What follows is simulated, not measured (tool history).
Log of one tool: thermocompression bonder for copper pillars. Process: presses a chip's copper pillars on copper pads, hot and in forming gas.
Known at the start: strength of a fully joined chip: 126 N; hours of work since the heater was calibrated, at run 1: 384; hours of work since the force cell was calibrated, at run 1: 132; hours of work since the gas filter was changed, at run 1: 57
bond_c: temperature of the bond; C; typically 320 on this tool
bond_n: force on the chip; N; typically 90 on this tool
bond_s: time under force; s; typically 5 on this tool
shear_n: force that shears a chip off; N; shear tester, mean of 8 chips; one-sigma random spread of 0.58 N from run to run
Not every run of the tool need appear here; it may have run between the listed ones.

run   hour  bond_c  bond_n  bond_s  hours of work since the heater was calibrated  hours of work since the force cell was calibrated  hours of work since the gas filter was changed  shear_n
  1    0.0     320      90       5                                            384                                                132                                              57     61.2
  2    6.4     320      90       5                                            388                                                136                                              61     60.8
  3   21.3     320      90      13                                            397                                                146                                              70     82.3
  4   35.4     300      90       5                                            406                                                154                                              79     47.3
  5   43.0     300      90       5                                            411                                                159                                              83     47.1
  6   50.8     300      90       5                                            416                                                164                                              88     46.5
  7   62.7     300      90       5                                            423                                                171                                              96     47.2
  8   70.2     300      90       5                                            428                                                176                                             100     46.8
  9   84.5     300      90       5                                            437                                                185                                             109     47.2
      87.2  -- heater calibrated with a thermocouple chip
 10   94.5     300      90       5                                              5                                                190                                             114     49.1
 11  105.7     320      90       5                                             12                                                197                                             121     64.0
     111.4  -- heater calibrated with a thermocouple chip, once more
 12  122.7     320      90       5                                              7                                                206                                             131     57.8
 13  129.2     305      90       5                                             11                                                210                                             135     47.4
 14  136.0     298     109       7                                             15                                                214                                             139     53.3
 15  143.7     316      67       4                                             20                                                219                                             144     42.1
 16  150.6     346     113      11                                             24                                                224                                             148    101.5
 17  165.4     346     113      11                                             34                                                233                                             157    101.0
 18  177.0     337      89       4                                             41                                                240                                             164     63.3
 19  189.0     349      60       4                                             48                                                248                                             172     62.9
 20  202.9     349      60       4                                             57                                                256                                             181     62.5
 21  216.9     328      90       3                                             66                                                265                                             189     52.5
 22  226.3     320      81       6                                             72                                                271                                             195     57.5

Each row is a separate what-if for the run after 22, all from the same tool condition, not one after another. Results?
  A  235.6     336      81       6                                             77                                                277                                             201        ?
  B  235.6     322      81      10                                             77                                                277                                             201        ?
  C  235.6     339     108       5                                             77                                                277                                             201        ?
  D  235.6     307      64      13                                             77                                                277                                             201        ?

run  shear_n
  A     69.6
  B     70.6
  C     77.3
  D     58.4
Had the tool no hidden state, the same runs would have come out as:
run  shear_n
  A     70.8
  B     71.7
  C     78.7
  D     59.2

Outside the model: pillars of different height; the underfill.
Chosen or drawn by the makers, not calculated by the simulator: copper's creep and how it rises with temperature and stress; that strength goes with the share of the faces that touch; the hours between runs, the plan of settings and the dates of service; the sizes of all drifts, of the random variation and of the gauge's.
